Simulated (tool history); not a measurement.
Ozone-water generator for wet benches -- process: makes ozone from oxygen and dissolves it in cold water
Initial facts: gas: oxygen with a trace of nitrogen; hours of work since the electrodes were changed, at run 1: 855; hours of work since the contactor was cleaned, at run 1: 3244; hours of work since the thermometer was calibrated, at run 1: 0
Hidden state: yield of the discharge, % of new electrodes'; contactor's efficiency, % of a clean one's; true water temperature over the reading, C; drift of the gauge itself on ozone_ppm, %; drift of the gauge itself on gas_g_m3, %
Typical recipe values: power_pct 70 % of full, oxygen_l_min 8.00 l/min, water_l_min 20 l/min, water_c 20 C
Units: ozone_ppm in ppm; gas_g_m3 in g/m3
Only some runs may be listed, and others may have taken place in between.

| run | hour | power_pct | oxygen_l_min | water_l_min | water_c | hours of work since the electrodes were changed | hours of work since the contactor was cleaned | hours of work since the thermometer was calibrated | ozone_ppm | gas_g_m3 |
|---|---|---|---|---|---|---|---|---|---|---|
| 1 | 0.0 | 70 | 8.00 | 20 | 20 | 855 | 3244 | 0 | 26.6 | 228.1 |
| 2 | 44.6 | 70 | 8.00 | 20 | 20 | 894 | 3282 | 39 | 26.2 | 226.2 |
| 3 | 82.3 | 70 | 8.00 | 20 | 20 | 927 | 3315 | 71 | 26.2 | 227.6 |
| 4 | 138.1 | 70 | 8.00 | 21 | 20 | 975 | 3363 | 120 | 25.4 | 224.5 |
| 5 | 166.9 | 73 | 8.00 | 21 | 20 | 1000 | 3388 | 145 | 26.1 | 231.2 |
| 6 | 198.7 | 73 | 8.00 | 16 | 20 | 1028 | 3416 | 172 | 32.0 | 232.2 |
| 7 | 254.3 | 73 | 8.00 | 16 | 20 | 1076 | 3464 | 221 | 31.8 | 232.0 |
| 8 | 298.6 | 73 | 8.00 | 16 | 20 | 1115 | 3503 | 259 | 31.1 | 228.2 |
| 9 | 339.4 | 73 | 8.00 | 16 | 20 | 1150 | 3538 | 295 | 31.5 | 230.0 |
| 10 | 381.9 | 70 | 8.00 | 20 | 20 | 1187 | 3575 | 331 | 25.8 | 225.0 |
|  | 390.4 | contactor cleaned |
| 11 | 443.5 | 56 | 8.00 | 22 | 20 | 1237 | 46 | 381 | 20.7 | 198.9 |
| 12 | 503.7 | 56 | 8.00 | 20 | 16 | 1289 | 98 | 434 | 23.9 | 195.4 |
| 13 | 531.3 | 54 | 8.00 | 18 | 20 | 1313 | 122 | 458 | 23.7 | 193.6 |
| 14 | 588.0 | 70 | 5.42 | 20 | 20 | 1362 | 171 | 507 | 27.8 | 294.4 |
| 15 | 644.8 | 70 | 10.52 | 20 | 16 | 1412 | 221 | 556 | 25.5 | 184.6 |
| 16 | 685.8 | 70 | 8.00 | 20 | 18 | 1447 | 256 | 592 | 26.4 | 221.6 |
| 17 | 723.0 | 41 | 5.92 | 18 | 13 | 1480 | 289 | 624 | 24.7 | 203.3 |
| 18 | 751.3 | 41 | 5.92 | 18 | 13 | 1504 | 313 | 649 | 24.5 | 201.5 |
|  | 759.6 | contactor cleaned, once more |
| 19 | 799.8 | 41 | 5.92 | 18 | 13 | 1543 | 35 | 687 | 25.4 | 200.8 |

4 ways to go on from here, each from the tool as it stands after run 19. What would each give?
| A | 834.0 | 45 | 5.92 | 15 | 27 | 1572 | 65 | 717 | ? | ? |
| B | 834.0 | 70 | 4.50 | 20 | 20 | 1572 | 65 | 717 | ? | ? |
| C | 834.0 | 75 | 6.92 | 18 | 13 | 1572 | 65 | 717 | ? | ? |
| D | 834.0 | 70 | 8.00 | 22 | 20 | 1572 | 65 | 717 | ? | ? |

| run | ozone_ppm | gas_g_m3 |
|---|---|---|
| A | 24.3 | 212.5 |
| B | 29.6 | 328.3 |
| C | 34.6 | 253.4 |
| D | 24.2 | 221.6 |
Take away the tool's hidden state, keep each run's random variation, and the runs would have read:
| run | ozone_ppm | gas_g_m3 |
|---|---|---|
| A | 25.8 | 224.0 |
| B | 32.0 | 352.4 |
| C | 37.6 | 272.9 |
| D | 26.2 | 237.9 |
